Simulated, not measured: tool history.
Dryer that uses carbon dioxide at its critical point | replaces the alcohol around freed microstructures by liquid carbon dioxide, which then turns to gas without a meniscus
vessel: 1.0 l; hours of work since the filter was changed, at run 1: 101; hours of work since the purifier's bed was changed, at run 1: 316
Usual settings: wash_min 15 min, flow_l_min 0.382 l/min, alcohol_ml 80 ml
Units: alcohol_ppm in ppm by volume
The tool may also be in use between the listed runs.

run   hour  wash_min  flow_l_min  alcohol_ml  hours of work since the filter was changed  hours of work since the purifier's bed was changed  alcohol_ppm
  1      0        15       0.382          80                                         101                                                 316          533
  2     16        15       0.382          80                                         110                                                 325          550
  3   25.4        15       0.382          80                                         116                                                 330          540
  4   38.3        15       0.382          80                                         123                                                 338          546
  5     51        15       0.382          75                                         130                                                 345          532
  6   65.1        15       0.382          75                                         138                                                 353          514
  7   73.5        15       0.382          75                                         143                                                 358          532
  8     85        15        0.55          75                                         149                                                 364          120
  9  102.3        15        0.55          75                                         159                                                 374          124
 10  116.8        15        0.55          75                                         167                                                 382          125
 11  124.1        15        0.55          75                                         172                                                 386          122
 12  135.2        15        0.55          75                                         178                                                 393          122
 13  145.5        15       0.382          80                                         184                                                 399          604
 14  153.1        15       0.382          80                                         188                                                 403          606
 15  163.3        23       0.609         101                                         194                                                 409           80
 16  177.6        23       0.609         101                                         202                                                 417           79
 17  192.6        22       0.319          88                                         210                                                 425          282
 18    201        21       0.361          53                                         215                                                 430          147
 19  208.4        22       0.318          41                                         219                                                 434          185
 20    221        22       0.318          41                                         227                                                 441          172
 21  234.1        22       0.318          41                                         234                                                 449          187
 22  243.9        18       0.376          80                                         240                                                 454          315
 23  258.7        15       0.568          80                                         248                                                 463          141
 24  275.2        15       0.568          80                                         257                                                 472          135
 25  291.7        15       0.624          31                                         267                                                 482           99

Forecast run 26:
 26  306.7        15       0.245          58                                         275                                                 490            ?

{"run 26": {"alcohol_ppm": 2654}}
Without the tool's hidden state the same run would have given alcohol_ppm 1976 ppm by volume.

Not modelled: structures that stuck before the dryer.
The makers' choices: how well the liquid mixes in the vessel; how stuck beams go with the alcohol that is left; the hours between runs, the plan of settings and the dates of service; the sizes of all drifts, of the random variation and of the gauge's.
